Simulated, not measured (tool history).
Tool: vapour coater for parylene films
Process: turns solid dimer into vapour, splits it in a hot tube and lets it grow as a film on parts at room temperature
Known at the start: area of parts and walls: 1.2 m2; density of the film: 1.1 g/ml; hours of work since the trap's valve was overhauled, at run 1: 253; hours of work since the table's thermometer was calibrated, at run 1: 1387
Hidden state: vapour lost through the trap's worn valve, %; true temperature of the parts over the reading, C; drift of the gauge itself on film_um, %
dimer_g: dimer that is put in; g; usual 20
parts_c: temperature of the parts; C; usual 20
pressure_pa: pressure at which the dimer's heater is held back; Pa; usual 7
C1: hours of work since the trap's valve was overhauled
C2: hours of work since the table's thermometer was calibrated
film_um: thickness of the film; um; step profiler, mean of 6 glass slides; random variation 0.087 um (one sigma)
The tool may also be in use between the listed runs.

run 1 hour=0 | dimer_g=20 parts_c=20 pressure_pa=7 | C1=253 C2=1387 | film_um=10.2
run 2 hour=59.6 | dimer_g=20 parts_c=20 pressure_pa=7 | C1=306 C2=1439 | film_um=10.03
run 3 hour=103.1 | dimer_g=20 parts_c=20 pressure_pa=7 | C1=344 C2=1477 | film_um=10.11
run 4 hour=137.6 | dimer_g=20 parts_c=20 pressure_pa=7 | C1=374 C2=1508 | film_um=9.95
run 5 hour=204.9 | dimer_g=9 parts_c=20 pressure_pa=7 | C1=433 C2=1566 | film_um=4.47
run 6 hour=236.6 | dimer_g=9 parts_c=20 pressure_pa=7 | C1=460 C2=1594 | film_um=4.46
run 7 hour=275.4 | dimer_g=9 parts_c=20 pressure_pa=7 | C1=494 C2=1628 | film_um=4.49
-- hour=289.9 trap's valve overhauled
run 8 hour=344.7 | dimer_g=9 parts_c=20 pressure_pa=7 | C1=48 C2=1685 | film_um=4.74
run 9 hour=384.3 | dimer_g=9 parts_c=20 pressure_pa=7 | C1=83 C2=1720 | film_um=4.73
run 10 hour=449.3 | dimer_g=9 parts_c=20 pressure_pa=7 | C1=140 C2=1777 | film_um=4.59
run 11 hour=516.8 | dimer_g=35 parts_c=20 pressure_pa=7 | C1=199 C2=1836 | film_um=18.03
run 12 hour=550.8 | dimer_g=35 parts_c=20 pressure_pa=7 | C1=228 C2=1866 | film_um=17.86
run 13 hour=596.6 | dimer_g=20 parts_c=20 pressure_pa=7 | C1=268 C2=1906 | film_um=10.21
run 14 hour=668.4 | dimer_g=20 parts_c=20 pressure_pa=7 | C1=331 C2=1968 | film_um=9.96
run 15 hour=708 | dimer_g=20 parts_c=20 pressure_pa=7 | C1=366 C2=2003 | film_um=10.02
-- hour=738.4 table's thermometer calibrated
run 16 hour=778.4 | dimer_g=20 parts_c=20 pressure_pa=2.13 | C1=427 C2=35 | film_um=12.45
run 17 hour=814.4 | dimer_g=20 parts_c=20 pressure_pa=2.13 | C1=458 C2=66 | film_um=12.33
-- hour=871.5 trap's valve overhauled
run 18 hour=884.2 | dimer_g=20 parts_c=20 pressure_pa=2.13 | C1=11 C2=124 | film_um=12.86
run 19 hour=920.8 | dimer_g=20 parts_c=20 pressure_pa=2.13 | C1=43 C2=156 | film_um=12.98
run 20 hour=969.4 | dimer_g=17 parts_c=15 pressure_pa=9.79 | C1=86 C2=199 | film_um=9.81
run 21 hour=1018.7 | dimer_g=28 parts_c=25 pressure_pa=7 | C1=129 C2=242 | film_um=12.49
run 22 hour=1085.6 | dimer_g=28 parts_c=25 pressure_pa=7 | C1=187 C2=300 | film_um=12.23
run 23 hour=1137.9 | dimer_g=10 parts_c=24 pressure_pa=6.67 | C1=233 C2=346 | film_um=4.59
run 24 hour=1198.9 | dimer_g=21 parts_c=20 pressure_pa=7 | C1=286 C2=399 | film_um=10.59
run 25 hour=1250.8 | dimer_g=21 parts_c=20 pressure_pa=7 | C1=332 C2=445 | film_um=10.56
run 26 hour=1291 | dimer_g=22 parts_c=15 pressure_pa=7.15 | C1=367 C2=480 | film_um=13.13
run 27 hour=1342.1 | dimer_g=22 parts_c=15 pressure_pa=7.15 | C1=412 C2=525 | film_um=12.88
run 28 hour=1386.3 | dimer_g=22 parts_c=15 pressure_pa=7.15 | C1=450 C2=563 | film_um=13.01
-- hour=1450.8 trap's valve overhauled
run 29 hour=1460 | dimer_g=22 parts_c=15 pressure_pa=7.15 | C1=8 C2=624 | film_um=13.57
run 30 hour=1512.4 | dimer_g=9 parts_c=24 pressure_pa=9.24 | C1=54 C2=670 | film_um=3.95
run 31 hour=1547.3 | dimer_g=9 parts_c=24 pressure_pa=9.24 | C1=84 C2=701 | film_um=3.91
run 32 hour=1591.9 | dimer_g=25 parts_c=31 pressure_pa=3.45 | C1=123 C2=740 | film_um=10.17
run 33 hour=1660.5 | dimer_g=13 parts_c=22 pressure_pa=3.48 | C1=183 C2=800 | film_um=7
run 34 hour=1727.8 | dimer_g=10 parts_c=21 pressure_pa=5.49 | C1=242 C2=859 | film_um=5.12
run 35 hour=1789.6 | dimer_g=15 parts_c=16 pressure_pa=2.46 | C1=296 C2=913 | film_um=10.16
run 36 hour=1850.5 | dimer_g=10 parts_c=29 pressure_pa=6.14 | C1=350 C2=966 | film_um=3.85
run 37 hour=1910.5 | dimer_g=9 parts_c=24 pressure_pa=2.98 | C1=402 C2=1018 | film_um=4.51

Forecast each of these 3 alternatives for the next run:
run A hour=1957.2 | dimer_g=20 parts_c=20 pressure_pa=4.76 | C1=443 C2=1059 | film_um=?
run B hour=1957.2 | dimer_g=20 parts_c=20 pressure_pa=8.18 | C1=443 C2=1059 | film_um=?
run C hour=1957.2 | dimer_g=9 parts_c=25 pressure_pa=5.22 | C1=443 C2=1059 | film_um=?

run=A film_um=10.71
run=B film_um=9.86
run=C film_um=4.04
Without the tool's hidden state the same runs would have given:
run=A film_um=11.41
run=B film_um=10.5
run=C film_um=4.3
